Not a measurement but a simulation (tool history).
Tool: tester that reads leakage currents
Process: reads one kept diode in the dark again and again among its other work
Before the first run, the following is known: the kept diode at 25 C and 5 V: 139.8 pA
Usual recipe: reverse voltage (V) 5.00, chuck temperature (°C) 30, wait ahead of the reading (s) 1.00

run      day  reverse voltage (V)  chuck temperature (°C)  wait ahead of the reading (s)  current that the tester gives (pA)
  1    0.000                 5.00                      30                           1.00                              205.62
  2    3.179                 5.00                      30                           1.00                              207.62
  3    8.296                 5.00                      42                           1.00                              496.82
  4   12.167                 5.00                      42                           1.00                              496.35
  5   17.250                 5.00                      42                           1.00                              504.01
  6   22.162                 5.00                      42                           1.00                              507.01
  7   27.383                 5.00                      42                           1.00                              515.06
  8   30.608                 5.00                      42                           1.00                              517.36
  9   34.946                 5.00                      42                           1.00                              518.42
 10   38.804                 5.00                      42                           0.62                              524.07
 11   42.658                15.54                      42                           0.62                              932.61
 12   47.096                15.54                      42                           0.62                              939.65
 13   49.933                15.54                      42                           0.62                              949.97
 14   55.262                15.54                      42                           0.62                              957.19
 15   60.950                15.54                      42                           0.62                              966.09
 16   64.592                 5.00                      30                           1.00                              234.52
 17   67.896                 5.00                      30                           1.00                              236.89
      68.683  -- chuck's temperature calibrated
 18   72.854                 5.00                      22                           1.00                              120.20
 19   77.196                 5.00                      22                           1.00                              121.10
 20   81.442                 5.00                      22                           1.00                              122.68
 21   84.104                18.80                      45                           1.00                             1221.79
 22   88.400                 3.71                      30                           0.69                              190.90
      91.146  -- probe card cleaned and baked
 23   91.875                 3.71                      30                           0.69                              182.19
 24   96.762                 6.14                      51                           3.15                             1032.78
 25  100.642                 4.09                      30                           1.00                              195.25
 26  106.079                 5.04                      30                           1.00                              217.72
 27  108.496                 8.29                      40                           1.11                              577.76
     109.783  -- tester calibrated
 28  113.158                 8.29                      40                           1.11                              594.67
 29  115.525                 6.35                      39                           2.97                              488.63
 30  119.867                 3.03                      32                           2.10                              205.73
 31  124.683                 8.26                      30                           1.00                              298.73
 32  130.483                 8.26                      30                           1.00                              302.42
 33  135.854                 5.00                      39                           6.75                              450.37
 34  139.971                 5.00                      39                           6.75                              453.71
     143.304  -- chuck's temperature calibrated
 35  144.121                 8.96                      59                           6.75                             2058.22
 36  147.183                 5.37                      55                           4.77                             1233.34
 37  151.654                18.10                      30                           1.00                              419.64
 38  157.208                18.10                      30                           1.00                              428.51

3 options for the next run, each taken on its own from the tool as it stands now. Forecast them:
  A  162.475                 1.31                      30                           9.61                                   ?
  B  162.475                 5.00                      30                           1.21                                   ?
  C  162.475                10.19                      30                           1.00                                   ?

run  current that the tester gives (pA)
  A                              111.94
  B                              220.55
  C                              319.74
Without the tool's unlogged condition, the same runs would have read:
run  current that the tester gives (pA)
  A                              107.04
  B                              207.27
  C                              296.02
